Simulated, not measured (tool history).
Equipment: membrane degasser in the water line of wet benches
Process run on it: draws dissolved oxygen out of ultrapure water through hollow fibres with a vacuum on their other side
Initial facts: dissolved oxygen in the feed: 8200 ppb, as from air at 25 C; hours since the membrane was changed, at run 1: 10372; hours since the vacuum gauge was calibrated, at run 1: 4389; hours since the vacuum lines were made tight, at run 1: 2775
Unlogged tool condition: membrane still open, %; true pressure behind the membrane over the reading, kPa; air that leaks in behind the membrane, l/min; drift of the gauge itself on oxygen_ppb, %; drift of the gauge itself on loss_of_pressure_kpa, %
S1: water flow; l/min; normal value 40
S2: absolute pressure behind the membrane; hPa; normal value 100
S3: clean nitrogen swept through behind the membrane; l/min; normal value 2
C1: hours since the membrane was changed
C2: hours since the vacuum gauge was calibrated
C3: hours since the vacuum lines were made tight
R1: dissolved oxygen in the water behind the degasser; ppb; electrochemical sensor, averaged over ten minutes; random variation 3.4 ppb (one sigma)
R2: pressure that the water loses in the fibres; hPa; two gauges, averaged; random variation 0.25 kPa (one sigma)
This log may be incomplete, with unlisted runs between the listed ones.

run,day,S1,S2,S3,C1,C2,C3,R1,R2
1,0.000,40,100,2,10372,4389,2775,352.8,698.1
# day 6.429: vacuum gauge calibrated
2,10.788,40,134,2,10630,105,3034,500.6,703.7
3,18.125,40,134,2,10806,281,3210,484.9,702.0
4,29.929,40,100,2,11090,564,3493,359.5,702.3
5,37.404,40,100,2,11269,743,3672,352.9,702.5
6,47.688,40,100,2,11516,990,3919,357.4,705.6
# day 52.083: vacuum gauge calibrated, once more
7,59.512,40,150,2,11799,178,4203,556.1,703.1
8,70.700,40,150,2,12068,447,4471,559.5,705.2
9,80.171,40,150,2,12295,674,4698,551.2,701.6
10,93.288,35,100,2,12610,989,5013,297.8,618.2
11,100.812,35,100,2,12790,1169,5194,299.0,617.9
12,110.300,35,100,2,13018,1397,5421,295.1,615.4
13,122.350,35,100,2,13307,1686,5711,302.7,622.9
14,134.821,40,100,2,13607,1986,6010,355.2,706.6
15,146.717,40,100,2,13892,2271,6295,347.6,710.7
16,154.196,40,100,2,14072,2451,6475,355.8,712.2
17,161.979,40,100,2,14258,2637,6662,356.8,714.6
18,169.667,40,100,2,14443,2822,6846,354.0,708.8
19,177.092,47,130,2,14621,3000,7024,580.2,837.8

For run 20, what comes out?
20,184.258,34,130,2,14793,3172,7196,?,?

{"run 20": {"R1": 399.3, "R2": 603.7}}
On a tool with no hidden condition, and with the same random variation, this run would have come out at R1 387.0 ppb, R2 562.2 hPa.
